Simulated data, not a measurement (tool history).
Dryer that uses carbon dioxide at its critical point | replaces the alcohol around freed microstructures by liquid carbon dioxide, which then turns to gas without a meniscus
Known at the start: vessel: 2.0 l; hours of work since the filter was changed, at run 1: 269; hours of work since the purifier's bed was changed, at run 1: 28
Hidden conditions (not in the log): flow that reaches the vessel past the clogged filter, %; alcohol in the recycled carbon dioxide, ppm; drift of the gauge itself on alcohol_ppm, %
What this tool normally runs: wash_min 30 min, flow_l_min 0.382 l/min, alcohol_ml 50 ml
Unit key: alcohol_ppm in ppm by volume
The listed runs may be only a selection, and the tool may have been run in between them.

run    day  wash_min  flow_l_min  alcohol_ml  hours of work since the filter was changed  hours of work since the purifier's bed was changed  alcohol_ppm
  1      0        30       0.382          50                                         269                                                  28          152
  2  0.738        30       0.382          42                                         281                                                  41          124
  3  1.292        30       0.382          42                                         291                                                  50          125
  4  1.975        30       0.382          42                                         303                                                  62          138
  5  2.454        30       0.382          50                                         311                                                  70          165
  6  3.092        30       0.382          50                                         322                                                  81          176
  7  3.733        30       0.382          36                                         333                                                  92          126
  8  4.192        35       0.231          50                                         341                                                 100          668
  9  4.829        41       0.342          50                                         352                                                 111           65
 10  5.571        38       0.392          50                                         365                                                 124           43
 11  6.242        26       0.329          50                                         376                                                 136          607
 12  6.704        19       0.231          50                                         384                                                 144         3641
 13  7.454        42       0.304          35                                         397                                                 157           83

The next listed run, before its measurement:
 14  7.942        30        0.38          50                                         406                                                 165            ?

Run 14 yielded alcohol_ppm 196 ppm by volume.
Without the tool's hidden state the same run would have given alcohol_ppm 105 ppm by volume.
